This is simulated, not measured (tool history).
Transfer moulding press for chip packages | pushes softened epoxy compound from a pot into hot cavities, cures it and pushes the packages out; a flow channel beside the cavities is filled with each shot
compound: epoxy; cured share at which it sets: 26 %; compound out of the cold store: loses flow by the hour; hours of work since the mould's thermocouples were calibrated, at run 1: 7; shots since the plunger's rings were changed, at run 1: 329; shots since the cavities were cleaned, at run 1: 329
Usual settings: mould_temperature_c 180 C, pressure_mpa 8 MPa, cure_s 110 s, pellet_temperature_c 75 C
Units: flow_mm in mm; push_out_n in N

run   hour  mould_temperature_c  pressure_mpa  cure_s  pellet_temperature_c  hours of work since the mould's thermocouples were calibrated  shots since the plunger's rings were changed  shots since the cavities were cleaned  incoming compound's hours out of the cold store  flow_mm  push_out_n
  1      0                  180             8     110                    75                                                              7                                           329                                    329                                             35.8      749         589
      12.7  -- cavities cleaned with cleaning compound and waxed
  2   49.2                  180             8     110                    75                                                             41                                           870                                    414                                             19.3      810         603
      54.8  -- cavities cleaned with cleaning compound and waxed
  3   86.6                  180             8     110                    75                                                             66                                          1276                                    361                                             42.7      715         585
      95.5  -- cavities cleaned with cleaning compound and waxed
  4  130.9                  180             8     110                    75                                                             96                                          1762                                    401                                             21.5      792         604
     136.9  -- cavities cleaned with cleaning compound and waxed
  5  168.6                  183             8     110                    75                                                            121                                          2172                                    360                                             34.1      732         543
       178  -- cavities cleaned with cleaning compound and waxed
  6  198.8                  183             8     110                    75                                                            142                                          2496                                    235                                             18.1      794         521
     204.9  -- plunger's sealing rings changed
     221.5  -- cavities cleaned with cleaning compound and waxed
  7    223                  180          7.04     110                    75                                                            156                                           187                                     17                                             47.2      665         466
     262.6  -- cavities cleaned with cleaning compound and waxed
  8    263                  180          7.04     110                    75                                                            183                                           624                                      5                                             33.2      713         462
  9    295                  180             8     110                    80                                                            205                                           986                                    367                                             40.2      724         587
     302.1  -- cavities cleaned with cleaning compound and waxed
     342.5  -- cavities cleaned with cleaning compound and waxed
 10  342.5                  180             8     110                    80                                                            237                                          1490                                      0                                             33.4      748         455
 11  375.1                  180             8     110                    75                                                            260                                          1860                                    370                                             26.4      775         607
     382.3  -- cavities cleaned with cleaning compound and waxed
 12  401.1                  180             8     103                    75                                                            277                                          2138                                    214                                             12.3      827         649
     425.7  -- cavities cleaned with cleaning compound and waxed
     440.3  -- plunger's sealing rings changed
 13  444.5                  180             8     110                    78                                                            305                                            48                                    184                                               28      779         548
     469.6  -- cavities cleaned with cleaning compound and waxed
 14  480.3                  187          8.77     110                    75                                                            329                                           437                                    121                                               12      876         476
     511.9  -- cavities cleaned with cleaning compound and waxed
 15  521.3                  187          8.77     110                    75                                                            356                                           884                                    107                                               33      777         465
 16  544.6                  185             8     110                    72                                                            373                                          1148                                    371                                             41.6      718         523
     552.9  -- cavities cleaned with cleaning compound and waxed
 17  576.7                  185             8     110                    72                                                            394                                          1495                                    270                                             25.1      772         533
     594.2  -- cavities cleaned with cleaning compound and waxed
 18    598                  185             8     110                    72                                                            408                                          1719                                     42                                               47      692         437
 19  619.4                  185             8     110                    72                                                            423                                          1962                                    285                                             22.5      778         551
     634.6  -- cavities cleaned with cleaning compound and waxed
 20  655.4                  185          6.86     108                    78                                                            448                                          2353                                    236                                               15      744         511
     674.5  -- plunger's sealing rings changed
       680  -- cavities cleaned with cleaning compound and waxed
 21  685.4                  185          6.86     130                    78                                                            466                                           107                                     60                                             41.7      668         429
     722.2  -- cavities cleaned with cleaning compound and waxed
 22  723.3                  185          6.86     130                    78                                                            491                                           519                                     12                                              9.9      783         431
     764.8  -- cavities cleaned with cleaning compound and waxed
 23    770                  185             8     112                    80                                                            523                                          1032                                     60                                             25.8      773         446
     806.4  -- cavities cleaned with cleaning compound and waxed
 24  807.5                  180             8     110                    81                                                            549                                          1440                                     13                                             45.3      705         466
     847.5  -- cavities cleaned with cleaning compound and waxed
 25  848.6                  180          7.22     110                    79                                                            576                                          1889                                     13                                             11.9      789         515
     868.6  -- mould's thermocouples calibrated
 26  879.3                  181             8     121                    78                                                              8                                          2214                                    338                                             21.4      789         535

3 ways to go on from here, each from the tool as it stands after run 26. What would each give?
     890.8  -- cavities cleaned with cleaning compound and waxed
     914.1  -- plunger's sealing rings changed
  A  919.6                  180           6.7     132                    68                                                             33                                            62                                    297                                             23.9        ?           ?
     890.8  -- cavities cleaned with cleaning compound and waxed
     914.1  -- plunger's sealing rings changed
  B  919.6                  184          6.09     122                    75                                                             33                                            62                                    297                                              8.5        ?           ?
     890.8  -- cavities cleaned with cleaning compound and waxed
     914.1  -- plunger's sealing rings changed
  C  919.6                  181          7.51     121                    78                                                             33                                            62                                    297                                             14.7        ?           ?

run  flow_mm  push_out_n
  A      727         523
  B      747         521
  C      805         528
Without the tool's hidden state the same runs would have given:
run  flow_mm  push_out_n
  A      729         414
  B      748         414
  C      806         418

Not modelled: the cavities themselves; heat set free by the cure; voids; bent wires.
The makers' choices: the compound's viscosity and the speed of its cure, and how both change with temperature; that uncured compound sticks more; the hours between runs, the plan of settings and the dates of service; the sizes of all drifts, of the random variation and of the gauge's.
